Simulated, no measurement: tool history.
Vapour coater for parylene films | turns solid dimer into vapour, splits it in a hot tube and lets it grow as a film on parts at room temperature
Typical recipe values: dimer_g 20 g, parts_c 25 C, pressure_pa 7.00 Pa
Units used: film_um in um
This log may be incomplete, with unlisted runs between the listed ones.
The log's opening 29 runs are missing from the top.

run	day	dimer_g	parts_c	pressure_pa	hours of work since the trap's valve was overhauled	hours of work since the table's thermometer was calibrated	film_um
30	38.683	20	25	7.00	118	1372	2.57
31	40.038	20	25	3.45	135	1389	2.93
32	41.608	8	25	3.02	154	1408	1.24
33	43.150	8	25	3.02	173	1427	1.25
34	44.608	21	19	7.00	191	1445	3.41
35	46.158	21	19	7.00	210	1464	3.41
36	47.858	21	19	7.00	231	1485	3.45
37	49.871	21	19	10.67	256	1510	3.13
38	50.767	21	19	10.67	267	1521	3.18
39	51.600	21	28	7.45	277	1531	2.45
40	53.171	16	32	7.00	296	1550	1.59
41	54.012	11	19	7.19	306	1561	1.80
42	55.275	11	19	7.19	322	1576	1.79
43	56.521	11	22	2.11	337	1592	1.99
# day 58.229: trap's valve overhauled
44	58.708	11	22	2.11	6	1616	1.97
45	60.550	9	19	7.00	29	1639	1.48
46	61.883	9	19	7.00	45	1655	1.46
# day 63.150: table's thermometer calibrated
47	63.729	11	25	7.68	67	7	1.40

Estimate the outcome of run 48 from the log above:
48	65.529	20	29	10.59	89	29	?

film_um: 2.09 um
Had the tool carried no hidden state, the very same run would have given film_um 2.09 um.
